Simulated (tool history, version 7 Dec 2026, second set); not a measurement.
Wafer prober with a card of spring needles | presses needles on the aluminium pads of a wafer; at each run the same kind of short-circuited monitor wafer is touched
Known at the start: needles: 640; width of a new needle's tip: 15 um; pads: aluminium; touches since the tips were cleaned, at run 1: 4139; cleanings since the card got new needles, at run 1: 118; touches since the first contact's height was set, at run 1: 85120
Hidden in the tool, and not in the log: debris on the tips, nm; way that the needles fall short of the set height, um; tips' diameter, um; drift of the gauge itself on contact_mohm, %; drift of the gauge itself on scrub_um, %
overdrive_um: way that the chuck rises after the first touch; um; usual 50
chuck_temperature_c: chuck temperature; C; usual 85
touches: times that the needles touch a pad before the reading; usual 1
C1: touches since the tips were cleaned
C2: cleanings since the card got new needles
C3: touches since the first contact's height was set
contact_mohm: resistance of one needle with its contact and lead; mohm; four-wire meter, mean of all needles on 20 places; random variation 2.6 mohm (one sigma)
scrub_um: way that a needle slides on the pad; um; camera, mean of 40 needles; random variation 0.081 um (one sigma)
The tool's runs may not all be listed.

{"run": 1, "hour": 0.0, "overdrive_um": 50, "chuck_temperature_c": 85, "touches": 1, "C1": 4139, "C2": 118, "C3": 85120, "contact_mohm": 498, "scrub_um": 12.23}
{"hour": 2.5, "done": "tips cleaned on abrasive film"}
{"hour": 14.3, "done": "tips cleaned on abrasive film"}
{"hour": 25.9, "done": "tips cleaned on abrasive film"}
{"run": 2, "hour": 33.6, "overdrive_um": 50, "chuck_temperature_c": 85, "touches": 1, "C1": 4368, "C2": 121, "C3": 103922, "contact_mohm": 498, "scrub_um": 12.06}
{"hour": 37.4, "done": "tips cleaned on abrasive film"}
{"hour": 48.2, "done": "tips cleaned on abrasive film"}
{"hour": 57.9, "done": "tips cleaned on abrasive film"}
{"run": 3, "hour": 66.9, "overdrive_um": 50, "chuck_temperature_c": 85, "touches": 1, "C1": 5079, "C2": 124, "C3": 122577, "contact_mohm": 534, "scrub_um": 11.97}
{"hour": 68.5, "done": "tips cleaned on abrasive film"}
{"hour": 79.6, "done": "tips cleaned on abrasive film"}
{"hour": 90.9, "done": "tips cleaned on abrasive film"}
{"run": 4, "hour": 96.7, "overdrive_um": 50, "chuck_temperature_c": 85, "touches": 1, "C1": 3289, "C2": 127, "C3": 139216, "contact_mohm": 481, "scrub_um": 11.92}
{"hour": 101.2, "done": "tips cleaned on abrasive film, once more"}
{"hour": 112.1, "done": "tips cleaned on abrasive film"}
{"hour": 122.8, "done": "tips cleaned on abrasive film"}
{"run": 5, "hour": 124.1, "overdrive_um": 38, "chuck_temperature_c": 85, "touches": 1, "C1": 728, "C2": 130, "C3": 154486, "contact_mohm": 442, "scrub_um": 8.81}
{"hour": 134.5, "done": "tips cleaned on abrasive film"}
{"run": 6, "hour": 141.1, "overdrive_um": 67, "chuck_temperature_c": 85, "touches": 1, "C1": 3713, "C2": 131, "C3": 164033, "contact_mohm": 405, "scrub_um": 15.77}
{"hour": 146.0, "done": "tips cleaned on abrasive film"}
{"hour": 156.8, "done": "tips cleaned on abrasive film"}
{"hour": 167.4, "done": "tips cleaned on abrasive film"}
{"run": 7, "hour": 170.9, "overdrive_um": 50, "chuck_temperature_c": 85, "touches": 1, "C1": 1972, "C2": 134, "C3": 180703, "contact_mohm": 439, "scrub_um": 11.72}
{"hour": 177.1, "done": "tips cleaned on abrasive film"}
{"run": 8, "hour": 185.4, "overdrive_um": 50, "chuck_temperature_c": 85, "touches": 1, "C1": 4681, "C2": 135, "C3": 188847, "contact_mohm": 514, "scrub_um": 11.81}
{"hour": 187.7, "done": "tips cleaned on abrasive film"}
{"hour": 197.6, "done": "tips cleaned on abrasive film"}
{"hour": 208.5, "done": "tips cleaned on abrasive film"}
{"run": 9, "hour": 216.7, "overdrive_um": 50, "chuck_temperature_c": 85, "touches": 2, "C1": 4684, "C2": 138, "C3": 206370, "contact_mohm": 440, "scrub_um": 11.62}
{"hour": 219.0, "done": "tips cleaned on abrasive film"}
{"hour": 229.1, "done": "tips cleaned on abrasive film"}
{"run": 10, "hour": 231.7, "overdrive_um": 50, "chuck_temperature_c": 85, "touches": 2, "C1": 1471, "C2": 140, "C3": 214719, "contact_mohm": 376, "scrub_um": 11.67}
{"hour": 239.8, "done": "tips cleaned on abrasive film"}
{"hour": 242.4, "done": "height of the first contact set anew"}
{"hour": 251.1, "done": "tips cleaned on abrasive film"}
{"hour": 260.8, "done": "tips cleaned on abrasive film"}
{"run": 11, "hour": 260.8, "overdrive_um": 50, "chuck_temperature_c": 28, "touches": 1, "C1": 0, "C2": 143, "C3": 10304, "contact_mohm": 304, "scrub_um": 12.39}
{"hour": 270.9, "done": "tips cleaned on abrasive film"}
{"run": 12, "hour": 277.1, "overdrive_um": 50, "chuck_temperature_c": 28, "touches": 1, "C1": 3456, "C2": 144, "C3": 19429, "contact_mohm": 474, "scrub_um": 12.53}
{"hour": 282.0, "done": "tips cleaned on abrasive film"}
{"hour": 292.5, "done": "tips cleaned on abrasive film"}
{"run": 13, "hour": 294.7, "overdrive_um": 34, "chuck_temperature_c": 113, "touches": 1, "C1": 1248, "C2": 146, "C3": 29289, "contact_mohm": 498, "scrub_um": 8.35}
{"hour": 303.8, "done": "tips cleaned on abrasive film"}
{"hour": 315.8, "done": "tips cleaned on abrasive film"}
{"run": 14, "hour": 317.2, "overdrive_um": 66, "chuck_temperature_c": 94, "touches": 2, "C1": 791, "C2": 148, "C3": 41883, "contact_mohm": 328, "scrub_um": 16.11}
{"hour": 325.7, "done": "tips cleaned on abrasive film"}
{"hour": 336.2, "done": "tips cleaned on abrasive film"}
{"run": 15, "hour": 344.1, "overdrive_um": 50, "chuck_temperature_c": 94, "touches": 2, "C1": 4461, "C2": 150, "C3": 56939, "contact_mohm": 430, "scrub_um": 12.26}
{"hour": 346.2, "done": "tips cleaned on abrasive film"}
{"hour": 357.4, "done": "tips cleaned on abrasive film"}
{"hour": 369.1, "done": "tips cleaned on abrasive film"}
{"run": 16, "hour": 370.1, "overdrive_um": 44, "chuck_temperature_c": 39, "touches": 2, "C1": 548, "C2": 153, "C3": 71455, "contact_mohm": 344, "scrub_um": 10.78}

Forecast run 17:
{"hour": 379.5, "done": "tips cleaned on abrasive film"}
{"hour": 390.7, "done": "tips cleaned on abrasive film"}
{"hour": 402.0, "done": "tips cleaned on abrasive film"}
{"run": 17, "hour": 402.6, "overdrive_um": 50, "chuck_temperature_c": 29, "touches": 1, "C1": 368, "C2": 156, "C3": 89642, "contact_mohm": "?", "scrub_um": "?"}

{"run 17": {"contact_mohm": 329, "scrub_um": 11.94}}
Without the tool's hidden state the same run would have given contact_mohm 277 mohm, scrub_um 12.29 um.
